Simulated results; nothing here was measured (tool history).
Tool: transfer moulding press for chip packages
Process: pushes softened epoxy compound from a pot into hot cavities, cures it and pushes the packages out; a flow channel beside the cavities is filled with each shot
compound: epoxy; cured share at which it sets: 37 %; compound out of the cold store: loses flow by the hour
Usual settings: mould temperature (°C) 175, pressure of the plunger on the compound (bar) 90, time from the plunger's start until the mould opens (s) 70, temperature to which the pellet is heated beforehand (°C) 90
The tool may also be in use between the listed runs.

run   hour  mould temperature (°C)  pressure of the plunger on the compound (bar)  time from the plunger's start until the mould opens (s)  temperature to which the pellet is heated beforehand (°C)  incoming compound's hours out of the cold store  length that the compound runs in the flow channel (mm)  greatest force on the pins that push the packages out (N)
  1      0                     175                                             90                                                       70                                                         90                                              9.6                                                     741                                                        284
  2    6.2                     178                                             90                                                       70                                                         90                                               22                                                     705                                                        254
      13.5  -- cavities cleaned with cleaning compound and waxed
  3   14.7                     178                                             90                                                       70                                                         90                                             15.5                                                     719                                                        259
  4   19.1                     178                                             90                                                       70                                                         90                                              8.2                                                     736                                                        264
  5   23.4                     178                                             90                                                       70                                                         90                                             26.6                                                     695                                                        251
  6   29.5                     178                                             90                                                       70                                                         90                                             45.1                                                     657                                                        262
  7   38.1                     178                                             90                                                       89                                                         90                                             41.3                                                     661                                                        244
  8   45.1                     178                                             90                                                       89                                                         90                                               13                                                     724                                                        251
      50.4  -- cavities cleaned with cleaning compound and waxed
  9   53.9                     178                                             90                                                       89                                                         90                                             45.1                                                     658                                                        243
 10   62.6                     178                                             90                                                       89                                                         90                                             13.9                                                     725                                                        255
 11   71.7                     175                                             90                                                       70                                                         90                                             39.2                                                     676                                                        288
 12   75.8                     175                                             90                                                       70                                                         90                                             34.9                                                     684                                                        272
 13   80.3                     175                                             90                                                       70                                                         90                                             34.2                                                     688                                                        276
        88  -- cavities cleaned with cleaning compound and waxed
 14   91.2                     175                                             90                                                      109                                                         90                                             39.5                                                     675                                                        249
 15   95.4                     175                                             90                                                      109                                                         90                                             30.4                                                     697                                                        245
 16  102.7                     175                                           76.9                                                       55                                                         90                                             33.2                                                     635                                                        399
 17  108.6                     175                                           76.9                                                       55                                                         90                                               18                                                     666                                                        425
 18    117                     175                                             90                                                       71                                                         90                                             29.1                                                     697                                                        280
     125.2  -- cavities cleaned with cleaning compound and waxed
 19  125.2                     170                                             90                                                       70                                                         95                                             15.8                                                     739                                                        350
 20  130.8                     175                                           81.8                                                       70                                                         99                                             24.6                                                     671                                                        279
 21  136.6                     172                                             90                                                       82                                                         82                                             17.3                                                     733                                                        259
 22  144.5                     172                                           96.8                                                       82                                                         82                                             20.4                                                     758                                                        260
 23  148.8                     176                                             90                                                       72                                                         80                                             22.4                                                     709                                                        261
 24  154.1                     176                                             90                                                       72                                                         80                                               34                                                     684                                                        261
 25  158.9                     170                                           75.5                                                       89                                                         95                                             41.9                                                     627                                                        254
     162.2  -- cavities cleaned with cleaning compound and waxed
 26  167.6                     175                                             90                                                       70                                                         85                                             47.4                                                     660                                                        277
 27  176.4                     171                                           68.2                                                       70                                                         88                                             47.3                                                     581                                                        321
 28  183.9                     176                                           86.4                                                       67                                                         90                                              9.6                                                     726                                                        280

Forecast each of these 5 alternatives for the next run:
  A  190.9                     176                                           99.1                                                       67                                                         90                                               29                                                       ?                                                          ?
  B  190.9                     177                                           86.4                                                      101                                                         94                                               44                                                       ?                                                          ?
  C  190.9                     175                                           86.4                                                       67                                                         98                                             26.7                                                       ?                                                          ?
  D  190.9                     182                                             90                                                       70                                                         90                                             11.6                                                       ?                                                          ?
  E  190.9                     181                                           73.2                                                       67                                                         91                                             35.7                                                       ?                                                          ?

run  length that the compound runs in the flow channel (mm)  greatest force on the pins that push the packages out (N)
  A                                                     727                                                        278
  B                                                     648                                                        249
  C                                                     689                                                        302
  D                                                     718                                                        258
  E                                                     604                                                        252
Without the tool's hidden state the same runs would have given:
run  length that the compound runs in the flow channel (mm)  greatest force on the pins that push the packages out (N)
  A                                                     728                                                        275
  B                                                     649                                                        246
  C                                                     689                                                        298
  D                                                     719                                                        255
  E                                                     605                                                        249
